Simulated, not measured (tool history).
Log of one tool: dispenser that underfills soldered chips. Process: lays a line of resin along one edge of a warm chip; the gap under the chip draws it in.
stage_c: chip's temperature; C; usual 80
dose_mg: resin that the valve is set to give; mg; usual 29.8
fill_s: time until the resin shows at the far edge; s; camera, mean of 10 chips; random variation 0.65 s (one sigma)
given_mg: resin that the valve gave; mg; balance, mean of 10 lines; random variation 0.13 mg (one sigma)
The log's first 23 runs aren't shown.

| run | hour | stage_c | dose_mg | hours of work since the syringe was changed | hours of work since the valve was cleaned | hours of work since the stage was calibrated | fill_s | given_mg |
|---|---|---|---|---|---|---|---|---|
| 24 | 162.5 | 73 | 29.5 | 4 | 6 | 303 | 92.6 | 29.65 |
|  | 164.7 | new syringe of resin |
| 25 | 169.8 | 74 | 37.4 | 3 | 11 | 307 | 84.0 | 37.26 |
|  | 173.4 | new syringe of resin |
| 26 | 177.7 | 74 | 37.4 | 3 | 16 | 312 | 79.9 | 37.24 |
|  | 181.7 | new syringe of resin |
| 27 | 186.0 | 81 | 31.2 | 3 | 21 | 317 | 66.6 | 30.98 |
|  | 190.2 | new syringe of resin |
| 28 | 193.6 | 81 | 31.2 | 2 | 25 | 322 | 63.3 | 30.60 |
|  | 198.7 | new syringe of resin |
| 29 | 199.5 | 81 | 31.2 | 1 | 29 | 326 | 58.3 | 30.43 |
| 30 | 206.3 | 83 | 30.8 | 5 | 33 | 330 | 74.2 | 30.42 |
|  | 207.0 | new syringe of resin |
| 31 | 213.2 | 83 | 30.8 | 4 | 38 | 334 | 69.8 | 30.09 |
|  | 215.6 | new syringe of resin |
| 32 | 218.7 | 83 | 30.8 | 2 | 41 | 338 | 58.1 | 30.22 |
|  | 220.6 | dispensing valve cleaned and set on the balance |
|  | 224.8 | new syringe of resin |
| 33 | 228.5 | 84 | 35.4 | 2 | 5 | 343 | 57.2 | 35.25 |

5 ways to go on from here, each from the tool as it stands after run 33. What would each give?
|  | 233.5 | new syringe of resin |
| A | 235.9 | 84 | 26.7 | 1 | 9 | 347 | ? | ? |
|  | 233.5 | new syringe of resin |
| B | 235.9 | 92 | 29.4 | 1 | 9 | 347 | ? | ? |
|  | 233.5 | new syringe of resin |
| C | 235.9 | 85 | 29.8 | 1 | 9 | 347 | ? | ? |
|  | 233.5 | new syringe of resin |
| D | 235.9 | 92 | 26.4 | 1 | 9 | 347 | ? | ? |
|  | 233.5 | new syringe of resin |
| E | 235.9 | 89 | 31.0 | 1 | 9 | 347 | ? | ? |

| run | fill_s | given_mg |
|---|---|---|
| A | 57.1 | 26.58 |
| B | 45.1 | 29.00 |
| C | 53.9 | 29.46 |
| D | 44.7 | 26.20 |
| E | 47.4 | 30.84 |
Without the tool's hidden state the same runs would have given:
| run | fill_s | given_mg |
|---|---|---|
| A | 52.9 | 26.81 |
| B | 41.8 | 29.25 |
| C | 50.1 | 29.71 |
| D | 41.4 | 26.42 |
| E | 44.0 | 31.11 |

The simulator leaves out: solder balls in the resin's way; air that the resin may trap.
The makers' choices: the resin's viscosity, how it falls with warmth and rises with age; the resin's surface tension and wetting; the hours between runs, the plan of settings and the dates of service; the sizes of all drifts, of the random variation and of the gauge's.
